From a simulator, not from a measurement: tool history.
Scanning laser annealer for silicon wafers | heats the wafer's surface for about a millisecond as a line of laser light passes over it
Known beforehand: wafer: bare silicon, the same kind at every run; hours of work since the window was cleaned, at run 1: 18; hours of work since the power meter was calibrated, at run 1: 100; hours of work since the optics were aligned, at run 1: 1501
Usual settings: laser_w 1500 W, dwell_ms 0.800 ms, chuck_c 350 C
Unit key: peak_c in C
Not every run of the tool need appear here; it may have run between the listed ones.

| run | hour | laser_w | dwell_ms | chuck_c | hours of work since the window was cleaned | hours of work since the power meter was calibrated | hours of work since the optics were aligned | peak_c |
|---|---|---|---|---|---|---|---|---|
| 1 | 0.0 | 1500 | 0.800 | 350 | 18 | 100 | 1501 | 1033 |
| 2 | 8.9 | 1500 | 0.800 | 350 | 24 | 106 | 1507 | 1033 |
| 3 | 20.8 | 1336 | 0.800 | 350 | 32 | 114 | 1514 | 936 |
| 4 | 31.8 | 1336 | 0.800 | 350 | 39 | 121 | 1522 | 934 |
| 5 | 44.6 | 1500 | 0.800 | 350 | 47 | 129 | 1530 | 1029 |
| 6 | 53.5 | 1500 | 0.800 | 350 | 53 | 135 | 1536 | 1024 |
| 7 | 59.9 | 1500 | 0.800 | 350 | 57 | 139 | 1540 | 1029 |
| 8 | 66.1 | 1500 | 0.800 | 350 | 61 | 143 | 1544 | 1031 |
| 9 | 77.3 | 1500 | 0.800 | 350 | 68 | 151 | 1551 | 1028 |
| 10 | 87.8 | 1500 | 0.800 | 350 | 75 | 157 | 1558 | 1028 |
| 11 | 93.4 | 1500 | 0.800 | 350 | 79 | 161 | 1562 | 1031 |
| 12 | 106.4 | 1500 | 0.800 | 315 | 87 | 169 | 1570 | 990 |
| 13 | 118.5 | 1500 | 0.800 | 315 | 95 | 177 | 1578 | 993 |
| 14 | 127.2 | 1500 | 0.800 | 315 | 101 | 183 | 1584 | 989 |
| 15 | 137.6 | 1500 | 0.800 | 315 | 107 | 190 | 1590 | 992 |
| 16 | 145.7 | 1500 | 0.800 | 350 | 113 | 195 | 1596 | 1024 |
| 17 | 157.3 | 1414 | 0.800 | 350 | 120 | 202 | 1603 | 976 |
| 18 | 165.5 | 1414 | 0.922 | 350 | 125 | 208 | 1608 | 1014 |
| 19 | 176.6 | 1414 | 0.922 | 350 | 133 | 215 | 1616 | 1009 |
| 20 | 182.6 | 1500 | 0.800 | 349 | 137 | 219 | 1619 | 1019 |
| 21 | 189.5 | 1500 | 0.800 | 387 | 141 | 223 | 1624 | 1055 |
| 22 | 195.4 | 1500 | 0.799 | 350 | 145 | 227 | 1628 | 1018 |
| 23 | 206.5 | 1500 | 0.831 | 385 | 152 | 234 | 1635 | 1066 |
| 24 | 217.7 | 1500 | 0.831 | 385 | 159 | 242 | 1642 | 1066 |
| 25 | 224.3 | 1579 | 0.798 | 350 | 164 | 246 | 1647 | 1064 |
| 26 | 232.3 | 1580 | 0.985 | 345 | 169 | 251 | 1652 | 1130 |
| 27 | 243.1 | 1500 | 0.704 | 350 | 176 | 258 | 1659 | 979 |
| 28 | 255.0 | 1500 | 0.800 | 382 | 183 | 266 | 1666 | 1051 |
| 29 | 262.8 | 1315 | 0.933 | 382 | 189 | 271 | 1672 | 982 |
| 30 | 270.1 | 1435 | 0.933 | 342 | 193 | 276 | 1676 | 1016 |
| 31 | 275.9 | 1435 | 0.933 | 342 | 197 | 279 | 1680 | 1017 |
| 32 | 289.0 | 1354 | 0.742 | 318 | 206 | 288 | 1689 | 881 |
| 33 | 296.0 | 1476 | 0.825 | 318 | 210 | 293 | 1693 | 978 |
| 34 | 301.7 | 1321 | 0.612 | 350 | 214 | 296 | 1697 | 851 |
| 35 | 308.7 | 1321 | 0.612 | 350 | 218 | 301 | 1701 | 845 |
| 36 | 316.0 | 1339 | 0.612 | 350 | 223 | 306 | 1706 | 857 |
| 37 | 324.6 | 1339 | 0.679 | 332 | 229 | 311 | 1712 | 864 |
| 38 | 335.3 | 1436 | 0.889 | 378 | 236 | 318 | 1719 | 1035 |
| 39 | 347.4 | 1436 | 0.889 | 378 | 243 | 326 | 1726 | 1032 |
| 40 | 353.7 | 1385 | 0.893 | 382 | 248 | 330 | 1731 | 1008 |
| 41 | 361.5 | 1510 | 0.655 | 342 | 253 | 335 | 1736 | 952 |

For some of the steps in peak_c from one run to the next: how much would appear even if the tool had no hidden state, given the settings, what came in and random variation, and how much remains for the hidden state plus any gauge scatter that the measured result and the result without hidden state don't share?
What the log doesn't record here: light that passes the window, % of a clean one's; laser's true power over the reading, %; width of the line over the set one, %; drift of the gauge itself on peak_c, C.
Run 26 -> 27: laser_w 1580 -> 1500, dwell_ms 0.985 -> 0.704, chuck_c 345 -> 350. peak_c -151 C: hidden state +7, all else -158.
Run 31 -> 32: laser_w 1435 -> 1354, dwell_ms 0.933 -> 0.742, chuck_c 342 -> 318. peak_c -136 C: hidden state +5, all else -141.
Run 33 -> 34: laser_w 1476 -> 1321, dwell_ms 0.825 -> 0.612, chuck_c 318 -> 350. peak_c -127 C: hidden state +8, all else -135.
Run 37 -> 38: laser_w 1339 -> 1436, dwell_ms 0.679 -> 0.889, chuck_c 332 -> 378. peak_c +171 C: hidden state -7, all else +178.
